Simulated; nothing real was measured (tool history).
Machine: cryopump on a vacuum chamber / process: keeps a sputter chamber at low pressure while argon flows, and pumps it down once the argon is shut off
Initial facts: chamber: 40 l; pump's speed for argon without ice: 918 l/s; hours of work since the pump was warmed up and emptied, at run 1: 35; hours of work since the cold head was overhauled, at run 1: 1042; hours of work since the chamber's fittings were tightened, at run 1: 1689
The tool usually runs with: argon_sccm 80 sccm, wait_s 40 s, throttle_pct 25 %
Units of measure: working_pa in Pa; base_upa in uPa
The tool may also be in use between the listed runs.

run	hour	argon_sccm	wait_s	throttle_pct	hours of work since the pump was warmed up and emptied	hours of work since the cold head was overhauled	hours of work since the chamber's fittings were tightened	working_pa	base_upa
1	0	80	40	25	35	1042	1689	0.5929	5.84
2	21.8	80	40	25	51	1058	1705	0.5921	5.8
3	54.5	80	40	25	76	1083	1730	0.5955	6.01
4	89.1	80	40	37	102	1109	1756	0.4048	5.92
5	130.5	80	40	37	133	1140	1787	0.4039	6.04
6	160.4	80	40	37	156	1163	1810	0.4059	6.17
7	192.7	80	40	25	180	1187	1834	0.6033	6.05
8	232.4	80	40	25	210	1217	1864	0.5998	6.39
9	267.6	80	40	25	237	1244	1890	0.6026	6.21
10	307.7	80	40	25	267	1274	1921	0.6009	6.32
11	331.3	80	40	25	285	1292	1939	0.6082	6.45
12	357.8	107	40	25	305	1312	1959	0.8096	6.43
13	381.2	80	35	25	322	1330	1976	0.6073	7.01
14	408.4	80	40	25	343	1350	1997	0.6069	6.52
15	453.8	157	40	25	377	1384	2031	1.2014	6.7
16	493.7	157	40	25	407	1415	2061	1.2035	6.62
17	537	157	40	25	440	1447	2094	1.2104	6.66
18	576.8	138	26	31	470	1477	2124	0.8638	8.44
19	605	138	26	31	491	1499	2145	0.8641	8.72
# hour 644.8: leaking fittings of the chamber tightened, without venting
20	653.6	58	257	31	527	1534	7	0.3659	0.96
21	693.7	45	40	17	557	1564	37	0.5022	3.8
22	728.7	43	174	25	583	1590	63	0.3324	1.27
23	758.6	42	190	43	606	1613	86	0.1989	1.25
24	793.7	42	190	43	632	1639	112	0.1979	1.26
25	840.9	127	40	44	668	1675	148	0.5912	4.1
26	865.2	60	186	25	686	1694	166	0.4752	1.44
27	905.9	80	287	38	717	1724	197	0.4283	1.27
28	927.7	80	287	38	733	1741	214	0.4314	1.25
29	968.5	80	287	38	764	1771	244	0.4331	1.35
30	1010	80	280	38	796	1803	276	0.4353	1.36
31	1055.3	65	53	22	830	1837	310	0.5844	3.55
32	1094.9	80	48	21	860	1867	340	0.7542	3.74
33	1134.6	38	223	37	890	1897	370	0.2155	1.65
34	1160.9	97	30	16	909	1917	390	1.189	5.71

Alternative continuations, all from the tool just after run 34; predict every row:
A	1201.8	88	30	33	940	1948	420	?	?
B	1201.8	80	22	25	940	1948	420	?	?
C	1201.8	80	112	16	940	1948	420	?	?

run	working_pa	base_upa
A	0.5539	5.87
B	0.6498	7.2
C	0.9793	2.42
With no hidden state in the tool, these same runs would have given:
run	working_pa	base_upa
A	0.489	4.97
B	0.5905	6.34
C	0.9202	1.53

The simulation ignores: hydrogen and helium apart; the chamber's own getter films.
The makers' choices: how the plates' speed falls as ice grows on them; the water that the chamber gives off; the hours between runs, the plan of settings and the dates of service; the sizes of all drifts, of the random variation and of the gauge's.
